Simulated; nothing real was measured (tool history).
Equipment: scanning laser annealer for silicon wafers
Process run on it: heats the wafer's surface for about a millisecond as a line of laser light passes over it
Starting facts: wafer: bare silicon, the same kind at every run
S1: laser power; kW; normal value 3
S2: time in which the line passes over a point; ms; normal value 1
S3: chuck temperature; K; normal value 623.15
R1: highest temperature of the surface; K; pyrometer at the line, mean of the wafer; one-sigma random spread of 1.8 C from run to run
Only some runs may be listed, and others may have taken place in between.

Run 1, day 0: usual settings. Result: R1 1333.15 K.
Run 2, day 2.592: usual settings. Result: R1 1327.15 K.
Run 3, day 4.333: usual settings but S3 633.15 K. Result: R1 1336.15 K.
Run 4, day 7.254: usual settings but S3 633.15 K. Result: R1 1333.15 K.
Run 5, day 10.212: usual settings but S3 589.15 K. Result: R1 1286.15 K.
Run 6, day 12.375: usual settings but S1 3.096 kW. Result: R1 1339.15 K.
Run 7, day 14.283: usual settings. Result: R1 1319.15 K.
Run 8, day 17.129: usual settings but S2 0.74 ms. Result: R1 1211.15 K.
At day 17.492: optics aligned, line set to its width.
Run 9, day 19.004: usual settings but S2 0.74 ms, S3 639.15 K. Result: R1 1225.15 K.
Run 10, day 20.758: usual settings but S2 0.74 ms, S3 639.15 K. Result: R1 1223.15 K.
Run 11, day 23.45: usual settings but S2 0.74 ms, S3 639.15 K. Result: R1 1222.15 K.
At day 26.029: window over the wafer cleaned.
Run 12, day 26.529: usual settings but S2 0.89 ms, S3 639.15 K. Result: R1 1306.15 K.
Run 13, day 29.079: usual settings but S1 2.919 kW, S2 0.81 ms, S3 590.15 K. Result: R1 1208.15 K.
Run 14, day 30.888: usual settings but S1 2.791 kW, S2 1.21 ms. Result: R1 1362.15 K.
At day 31.404: optics aligned, line set to its width, once more.
Run 15, day 33.717: usual settings but S2 1.24 ms. Result: R1 1419.15 K.
Run 16, day 36.683: usual settings but S2 1.24 ms. Result: R1 1419.15 K.
Run 17, day 39.538: usual settings but S2 1.01 ms, S3 634.15 K. Result: R1 1342.15 K.
Run 18, day 42.754: usual settings but S2 1.01 ms, S3 634.15 K. Result: R1 1339.15 K.
Run 19, day 44.1: usual settings but S2 1.01 ms, S3 648.15 K. Result: R1 1350.15 K.
Run 20, day 46.279: usual settings but S1 2.969 kW. Result: R1 1314.15 K.
Run 21, day 49.35: usual settings but S1 2.969 kW. Result: R1 1312.15 K.
Run 22, day 52.238: usual settings but S1 3.146 kW, S2 1.15 ms. Result: R1 1400.15 K.
Run 23, day 55.475: usual settings but S1 3.146 kW, S2 1.15 ms. Result: R1 1401.15 K.
Run 24, day 57.883: usual settings but S1 2.634 kW, S2 0.93 ms, S3 602.15 K. Result: R1 1187.15 K.

5 ways to go on from here, each from the tool as it stands after run 24. What would each give?
Run A, day 60.654: usual settings but S1 2.723 kW, S2 1.05 ms, S3 650.15 K. Result: R1 ?.
Run B, day 60.654: usual settings but S1 2.634 kW, S2 0.8 ms, S3 602.15 K. Result: R1 ?.
Run C, day 60.654: usual settings but S1 2.847 kW, S3 632.15 K. Result: R1 ?.
Run D, day 60.654: usual settings but S2 1.1 ms. Result: R1 ?.
Run E, day 60.654: usual settings but S1 3.092 kW, S2 0.84 ms, S3 590.15 K. Result: R1 ?.

run       R1
  A  1293.15
  B  1137.15
  C  1283.15
  D  1343.15
  E  1229.15
Had the tool no hidden state, the same runs would have come out as:
run       R1
  A  1324.15
  B  1164.15
  C  1315.15
  D  1378.15
  E  1261.15
